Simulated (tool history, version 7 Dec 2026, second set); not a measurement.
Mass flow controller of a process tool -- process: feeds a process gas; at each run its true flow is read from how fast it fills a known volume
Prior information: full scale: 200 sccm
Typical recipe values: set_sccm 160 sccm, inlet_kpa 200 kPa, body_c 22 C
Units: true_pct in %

{"run": 1, "hour": 0.0, "set_sccm": 160, "inlet_kpa": 200, "body_c": 22, "true_pct": 104.24}
{"run": 2, "hour": 350.5, "set_sccm": 160, "inlet_kpa": 200, "body_c": 32, "true_pct": 105.27}
{"hour": 485.6, "done": "controller's zero set anew"}
{"run": 3, "hour": 777.7, "set_sccm": 160, "inlet_kpa": 200, "body_c": 22, "true_pct": 105.79}
{"run": 4, "hour": 1180.7, "set_sccm": 160, "inlet_kpa": 200, "body_c": 22, "true_pct": 105.96}
{"run": 5, "hour": 1565.6, "set_sccm": 160, "inlet_kpa": 200, "body_c": 22, "true_pct": 106.2}
{"run": 6, "hour": 1961.4, "set_sccm": 160, "inlet_kpa": 200, "body_c": 22, "true_pct": 106.51}
{"run": 7, "hour": 2367.9, "set_sccm": 160, "inlet_kpa": 200, "body_c": 35, "true_pct": 107.83}
{"run": 8, "hour": 2750.6, "set_sccm": 171, "inlet_kpa": 200, "body_c": 35, "true_pct": 108.02}
{"run": 9, "hour": 3159.2, "set_sccm": 160, "inlet_kpa": 265, "body_c": 22, "true_pct": 106.69}
{"hour": 3250.1, "done": "controller's zero set anew, once more"}
{"run": 10, "hour": 3354.4, "set_sccm": 160, "inlet_kpa": 232, "body_c": 22, "true_pct": 103.79}
{"run": 11, "hour": 3766.0, "set_sccm": 160, "inlet_kpa": 200, "body_c": 23, "true_pct": 104.25}
{"run": 12, "hour": 4153.5, "set_sccm": 160, "inlet_kpa": 200, "body_c": 23, "true_pct": 104.61}
{"run": 13, "hour": 4409.6, "set_sccm": 160, "inlet_kpa": 200, "body_c": 23, "true_pct": 104.67}
{"run": 14, "hour": 4766.5, "set_sccm": 160, "inlet_kpa": 200, "body_c": 23, "true_pct": 104.89}
{"run": 15, "hour": 5109.4, "set_sccm": 160, "inlet_kpa": 200, "body_c": 22, "true_pct": 104.97}
{"run": 16, "hour": 5422.1, "set_sccm": 160, "inlet_kpa": 200, "body_c": 22, "true_pct": 105.1}
{"hour": 5453.6, "done": "controller exchanged for a calibrated one"}
{"run": 17, "hour": 5768.2, "set_sccm": 160, "inlet_kpa": 200, "body_c": 22, "true_pct": 99.51}
{"run": 18, "hour": 5967.0, "set_sccm": 160, "inlet_kpa": 200, "body_c": 22, "true_pct": 99.67}
{"run": 19, "hour": 6332.1, "set_sccm": 160, "inlet_kpa": 200, "body_c": 22, "true_pct": 99.88}
{"run": 20, "hour": 6574.8, "set_sccm": 144, "inlet_kpa": 207, "body_c": 35, "true_pct": 100.97}
{"run": 21, "hour": 6794.6, "set_sccm": 144, "inlet_kpa": 207, "body_c": 35, "true_pct": 101.16}
{"run": 22, "hour": 6991.1, "set_sccm": 49, "inlet_kpa": 141, "body_c": 22, "true_pct": 100.62}
{"run": 23, "hour": 7238.0, "set_sccm": 104, "inlet_kpa": 200, "body_c": 28, "true_pct": 100.71}
{"run": 24, "hour": 7465.4, "set_sccm": 160, "inlet_kpa": 156, "body_c": 22, "true_pct": 100.75}
{"run": 25, "hour": 7771.5, "set_sccm": 122, "inlet_kpa": 174, "body_c": 23, "true_pct": 100.79}

Run 26 is up next; what results do you expect?
{"run": 26, "hour": 8210.2, "set_sccm": 122, "inlet_kpa": 174, "body_c": 23, "true_pct": "?"}

{"run 26": {"true_pct": 101.08}}
Were there no unlogged condition in the tool, this run, its random variation unchanged, would have produced true_pct 99.41 %.
